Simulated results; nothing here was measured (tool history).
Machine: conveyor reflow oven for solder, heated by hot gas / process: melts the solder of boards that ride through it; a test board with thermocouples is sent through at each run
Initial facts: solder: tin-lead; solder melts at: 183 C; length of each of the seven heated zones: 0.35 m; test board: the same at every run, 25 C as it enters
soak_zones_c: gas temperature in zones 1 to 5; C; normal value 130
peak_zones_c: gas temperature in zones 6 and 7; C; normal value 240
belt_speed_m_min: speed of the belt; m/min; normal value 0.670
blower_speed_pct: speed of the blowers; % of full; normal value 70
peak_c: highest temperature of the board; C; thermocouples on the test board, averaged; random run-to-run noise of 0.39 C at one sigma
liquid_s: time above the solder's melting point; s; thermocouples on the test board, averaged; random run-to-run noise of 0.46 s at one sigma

run	day	soak_zones_c	peak_zones_c	belt_speed_m_min	blower_speed_pct	peak_c	liquid_s
1	0.000	130	240	0.670	70	217.1	44.6
# day 0.825: flux residue cleaned out of gas plates and filters
2	1.154	130	240	0.670	68	215.3	42.7
3	1.971	130	240	0.670	68	214.9	42.8
4	3.467	130	240	0.670	70	216.0	44.4
5	4.279	130	240	0.670	70	215.1	43.5
6	5.412	130	240	0.670	70	215.7	43.3
7	6.138	130	240	0.670	70	216.0	43.2
# day 6.654: flux residue cleaned out of gas plates and filters, once more
8	7.438	130	240	0.670	70	218.6	43.9
9	8.962	130	240	0.670	70	218.1	44.1
10	9.892	131	248	0.796	86	222.1	40.8
11	11.183	140	240	0.670	72	220.3	48.7
12	12.138	145	240	0.600	70	223.9	60.0
13	13.654	126	247	0.659	70	223.3	48.4
14	14.608	133	246	0.670	58	218.6	45.6
15	15.450	133	246	0.670	58	218.9	45.5
16	16.133	133	246	0.670	58	219.1	47.1
17	16.983	134	246	0.727	62	215.7	41.3

Branching from run 17: 4 alternative next runs. What would each branch give?
A	17.792	134	247	0.706	62	?	?
B	17.792	130	240	0.663	70	?	?
C	17.792	124	246	0.791	62	?	?
D	17.792	134	246	0.708	62	?	?

run	peak_c	liquid_s
A	218.8	43.9
B	217.6	44.1
C	209.0	29.7
D	217.3	43.3
With the hidden condition removed and each run's random variation left untouched, the same runs would have given:
run	peak_c	liquid_s
A	217.8	42.6
B	216.6	42.7
C	208.2	28.6
D	216.2	41.9
